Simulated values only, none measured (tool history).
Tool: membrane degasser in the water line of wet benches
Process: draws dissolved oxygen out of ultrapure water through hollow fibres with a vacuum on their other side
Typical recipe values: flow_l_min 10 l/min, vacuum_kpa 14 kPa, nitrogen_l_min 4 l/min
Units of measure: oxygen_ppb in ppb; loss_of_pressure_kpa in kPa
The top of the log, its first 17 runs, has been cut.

{"run": 18, "day": 175.946, "flow_l_min": 10, "vacuum_kpa": 14, "nitrogen_l_min": 8.99, "oxygen_ppb": 350.5, "loss_of_pressure_kpa": 49.09}
{"run": 19, "day": 189.825, "flow_l_min": 10, "vacuum_kpa": 19.7, "nitrogen_l_min": 9.05, "oxygen_ppb": 365.2, "loss_of_pressure_kpa": 48.98}
{"run": 20, "day": 199.092, "flow_l_min": 10, "vacuum_kpa": 19.7, "nitrogen_l_min": 9.05, "oxygen_ppb": 370.2, "loss_of_pressure_kpa": 49.1}
{"run": 21, "day": 211.646, "flow_l_min": 10, "vacuum_kpa": 19.7, "nitrogen_l_min": 9.05, "oxygen_ppb": 372.2, "loss_of_pressure_kpa": 49.28}
{"run": 22, "day": 221.429, "flow_l_min": 10, "vacuum_kpa": 19.7, "nitrogen_l_min": 8.81, "oxygen_ppb": 374.8, "loss_of_pressure_kpa": 48.96}
{"run": 23, "day": 229.796, "flow_l_min": 10, "vacuum_kpa": 9.6, "nitrogen_l_min": 4, "oxygen_ppb": 370.9, "loss_of_pressure_kpa": 49.2}
{"run": 24, "day": 244.304, "flow_l_min": 10, "vacuum_kpa": 19.1, "nitrogen_l_min": 4, "oxygen_ppb": 426.6, "loss_of_pressure_kpa": 49.14}
{"run": 25, "day": 253.912, "flow_l_min": 10, "vacuum_kpa": 19.1, "nitrogen_l_min": 4, "oxygen_ppb": 429.1, "loss_of_pressure_kpa": 49.37}
{"run": 26, "day": 266.312, "flow_l_min": 10, "vacuum_kpa": 19.1, "nitrogen_l_min": 4, "oxygen_ppb": 425.5, "loss_of_pressure_kpa": 49.15}
{"run": 27, "day": 280.454, "flow_l_min": 10, "vacuum_kpa": 19.1, "nitrogen_l_min": 4, "oxygen_ppb": 428.3, "loss_of_pressure_kpa": 49.92}
{"run": 28, "day": 290.717, "flow_l_min": 8, "vacuum_kpa": 14, "nitrogen_l_min": 8.49, "oxygen_ppb": 221.9, "loss_of_pressure_kpa": 39.88}
{"day": 293.146, "done": "membrane cartridge changed"}
{"run": 29, "day": 301.004, "flow_l_min": 11, "vacuum_kpa": 17.9, "nitrogen_l_min": 2.1, "oxygen_ppb": 511.2, "loss_of_pressure_kpa": 50.24}
{"run": 30, "day": 315.771, "flow_l_min": 14, "vacuum_kpa": 14, "nitrogen_l_min": 4, "oxygen_ppb": 632.7, "loss_of_pressure_kpa": 64.5}
{"run": 31, "day": 325.1, "flow_l_min": 11, "vacuum_kpa": 14.4, "nitrogen_l_min": 4, "oxygen_ppb": 404.6, "loss_of_pressure_kpa": 50.66}
{"run": 32, "day": 335.408, "flow_l_min": 11, "vacuum_kpa": 21.5, "nitrogen_l_min": 4.36, "oxygen_ppb": 440, "loss_of_pressure_kpa": 50.48}
{"day": 339.608, "done": "vacuum gauge calibrated"}
{"run": 33, "day": 345.467, "flow_l_min": 6, "vacuum_kpa": 27.1, "nitrogen_l_min": 1.72, "oxygen_ppb": 283, "loss_of_pressure_kpa": 27.63}

Predict each of these 3 candidate next runs independently; none follows another, all start after run 33:
{"day": 355.029, "done": "seals of the vacuum lines changed"}
{"run": "A", "day": 355.971, "flow_l_min": 10, "vacuum_kpa": 14, "nitrogen_l_min": 1.86, "oxygen_ppb": "?", "loss_of_pressure_kpa": "?"}
{"day": 355.029, "done": "seals of the vacuum lines changed"}
{"run": "B", "day": 355.971, "flow_l_min": 10, "vacuum_kpa": 14, "nitrogen_l_min": 2.25, "oxygen_ppb": "?", "loss_of_pressure_kpa": "?"}
{"day": 355.029, "done": "seals of the vacuum lines changed"}
{"run": "C", "day": 355.971, "flow_l_min": 6, "vacuum_kpa": 22.5, "nitrogen_l_min": 9.02, "oxygen_ppb": "?", "loss_of_pressure_kpa": "?"}

run=A oxygen_ppb=392.1 loss_of_pressure_kpa=46.15
run=B oxygen_ppb=373.8 loss_of_pressure_kpa=46.11
run=C oxygen_ppb=91.4 loss_of_pressure_kpa=27.41
Stripped of hidden state, with their random variation kept, the same runs would have yielded:
run=A oxygen_ppb=386.5 loss_of_pressure_kpa=45.85
run=B oxygen_ppb=368 loss_of_pressure_kpa=45.81
run=C oxygen_ppb=89.3 loss_of_pressure_kpa=27.23

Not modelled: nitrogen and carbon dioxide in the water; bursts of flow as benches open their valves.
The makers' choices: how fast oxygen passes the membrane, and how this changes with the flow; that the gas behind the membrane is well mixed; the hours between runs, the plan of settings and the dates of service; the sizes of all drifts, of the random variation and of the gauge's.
